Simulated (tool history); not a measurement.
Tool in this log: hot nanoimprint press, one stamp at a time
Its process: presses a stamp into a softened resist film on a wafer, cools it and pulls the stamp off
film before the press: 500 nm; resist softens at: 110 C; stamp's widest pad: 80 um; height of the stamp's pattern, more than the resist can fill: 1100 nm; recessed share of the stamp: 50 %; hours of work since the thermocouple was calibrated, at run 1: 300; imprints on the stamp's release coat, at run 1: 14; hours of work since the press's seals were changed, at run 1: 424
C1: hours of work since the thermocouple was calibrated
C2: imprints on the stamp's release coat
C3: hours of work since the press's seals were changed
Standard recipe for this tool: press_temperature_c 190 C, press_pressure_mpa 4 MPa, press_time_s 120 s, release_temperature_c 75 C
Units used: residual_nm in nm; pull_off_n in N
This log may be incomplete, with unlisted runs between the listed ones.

run 1 hour=0 | press_temperature_c=190 press_pressure_mpa=4 press_time_s=120 release_temperature_c=75 | C1=300 C2=14 C3=424 | residual_nm=175 pull_off_n=125
run 2 hour=58.3 | press_temperature_c=190 press_pressure_mpa=4 press_time_s=120 release_temperature_c=75 | C1=342 C2=343 C3=466 | residual_nm=173.7 pull_off_n=135
run 3 hour=121.1 | press_temperature_c=190 press_pressure_mpa=4 press_time_s=120 release_temperature_c=75 | C1=387 C2=698 C3=512 | residual_nm=173.7 pull_off_n=146
-- hour=144.9 stamp cleaned and given a new release coat
-- hour=164.6 press's hydraulic seals changed and the load cell set to zero
run 4 hour=192.9 | press_temperature_c=190 press_pressure_mpa=4 press_time_s=120 release_temperature_c=75 | C1=429 C2=226 C3=20 | residual_nm=170.5 pull_off_n=126
run 5 hour=236.3 | press_temperature_c=190 press_pressure_mpa=4 press_time_s=120 release_temperature_c=75 | C1=460 C2=471 C3=52 | residual_nm=168 pull_off_n=136
run 6 hour=265 | press_temperature_c=190 press_pressure_mpa=4 press_time_s=120 release_temperature_c=70 | C1=481 C2=633 C3=72 | residual_nm=167.8 pull_off_n=159
-- hour=299.6 stamp cleaned and given a new release coat
run 7 hour=331 | press_temperature_c=190 press_pressure_mpa=4 press_time_s=120 release_temperature_c=70 | C1=524 C2=177 C3=116 | residual_nm=168.7 pull_off_n=136
run 8 hour=391.3 | press_temperature_c=192 press_pressure_mpa=4 press_time_s=120 release_temperature_c=70 | C1=568 C2=517 C3=159 | residual_nm=158.3 pull_off_n=152
-- hour=424.5 plate thermocouple calibrated
run 9 hour=431.7 | press_temperature_c=192 press_pressure_mpa=5.54 press_time_s=120 release_temperature_c=70 | C1=5 C2=729 C3=186 | residual_nm=139.1 pull_off_n=161
-- hour=446.8 stamp cleaned and given a new release coat
run 10 hour=464.5 | press_temperature_c=192 press_pressure_mpa=5.54 press_time_s=120 release_temperature_c=70 | C1=25 C2=100 C3=205 | residual_nm=136.4 pull_off_n=143
run 11 hour=507.9 | press_temperature_c=192 press_pressure_mpa=5.54 press_time_s=120 release_temperature_c=70 | C1=56 C2=346 C3=237 | residual_nm=137.4 pull_off_n=154
run 12 hour=545.1 | press_temperature_c=192 press_pressure_mpa=5.54 press_time_s=120 release_temperature_c=70 | C1=83 C2=556 C3=263 | residual_nm=139.8 pull_off_n=159
run 13 hour=576.3 | press_temperature_c=192 press_pressure_mpa=5.54 press_time_s=120 release_temperature_c=70 | C1=105 C2=732 C3=286 | residual_nm=138 pull_off_n=169
-- hour=590.9 stamp cleaned and given a new release coat
run 14 hour=626.6 | press_temperature_c=181 press_pressure_mpa=4 press_time_s=120 release_temperature_c=75 | C1=137 C2=201 C3=318 | residual_nm=238.5 pull_off_n=137
run 15 hour=657 | press_temperature_c=190 press_pressure_mpa=4 press_time_s=120 release_temperature_c=75 | C1=159 C2=373 C3=340 | residual_nm=176.8 pull_off_n=139
run 16 hour=716 | press_temperature_c=190 press_pressure_mpa=4 press_time_s=120 release_temperature_c=75 | C1=201 C2=707 C3=382 | residual_nm=174 pull_off_n=144
-- hour=736.8 stamp cleaned and given a new release coat
run 17 hour=763.6 | press_temperature_c=190 press_pressure_mpa=4 press_time_s=120 release_temperature_c=75 | C1=231 C2=152 C3=412 | residual_nm=173 pull_off_n=129
run 18 hour=802.6 | press_temperature_c=196 press_pressure_mpa=4.42 press_time_s=218 release_temperature_c=71 | C1=260 C2=372 C3=440 | residual_nm=108.7 pull_off_n=149
run 19 hour=860.7 | press_temperature_c=190 press_pressure_mpa=4 press_time_s=79 release_temperature_c=75 | C1=301 C2=700 C3=482 | residual_nm=202.3 pull_off_n=148
-- hour=882.6 stamp cleaned and given a new release coat
run 20 hour=917.9 | press_temperature_c=188 press_pressure_mpa=4.13 press_time_s=173 release_temperature_c=61 | C1=338 C2=199 C3=519 | residual_nm=159.1 pull_off_n=172
-- hour=940.1 press's hydraulic seals changed and the load cell set to zero
run 21 hour=986.1 | press_temperature_c=187 press_pressure_mpa=5.88 press_time_s=173 release_temperature_c=61 | C1=382 C2=540 C3=33 | residual_nm=128.7 pull_off_n=182
run 22 hour=1021.4 | press_temperature_c=194 press_pressure_mpa=4.05 press_time_s=120 release_temperature_c=75 | C1=407 C2=739 C3=59 | residual_nm=145.4 pull_off_n=147
-- hour=1035 stamp cleaned and given a new release coat
run 23 hour=1090.1 | press_temperature_c=194 press_pressure_mpa=4.05 press_time_s=120 release_temperature_c=75 | C1=452 C2=311 C3=104 | residual_nm=146.2 pull_off_n=130
run 24 hour=1148 | press_temperature_c=181 press_pressure_mpa=4.61 press_time_s=185 release_temperature_c=68 | C1=494 C2=638 C3=145 | residual_nm=177.6 pull_off_n=167
-- hour=1180.3 stamp cleaned and given a new release coat
run 25 hour=1189.9 | press_temperature_c=190 press_pressure_mpa=3.85 press_time_s=114 release_temperature_c=67 | C1=520 C2=54 C3=171 | residual_nm=171.1 pull_off_n=143
run 26 hour=1226.1 | press_temperature_c=190 press_pressure_mpa=3.85 press_time_s=114 release_temperature_c=67 | C1=546 C2=259 C3=197 | residual_nm=171.4 pull_off_n=149
run 27 hour=1282 | press_temperature_c=190 press_pressure_mpa=2.97 press_time_s=110 release_temperature_c=67 | C1=586 C2=575 C3=238 | residual_nm=201.5 pull_off_n=163

Predict the results of run 28:
-- hour=1290.4 plate thermocouple calibrated
-- hour=1327.4 stamp cleaned and given a new release coat
run 28 hour=1341 | press_temperature_c=186 press_pressure_mpa=3.23 press_time_s=91 release_temperature_c=75 | C1=32 C2=77 C3=274 | residual_nm=? pull_off_n=?

residual_nm: 253.9 nm
pull_off_n: 130 N
Without the tool's hidden state the same run would have given residual_nm 252 nm, pull_off_n 128 N.
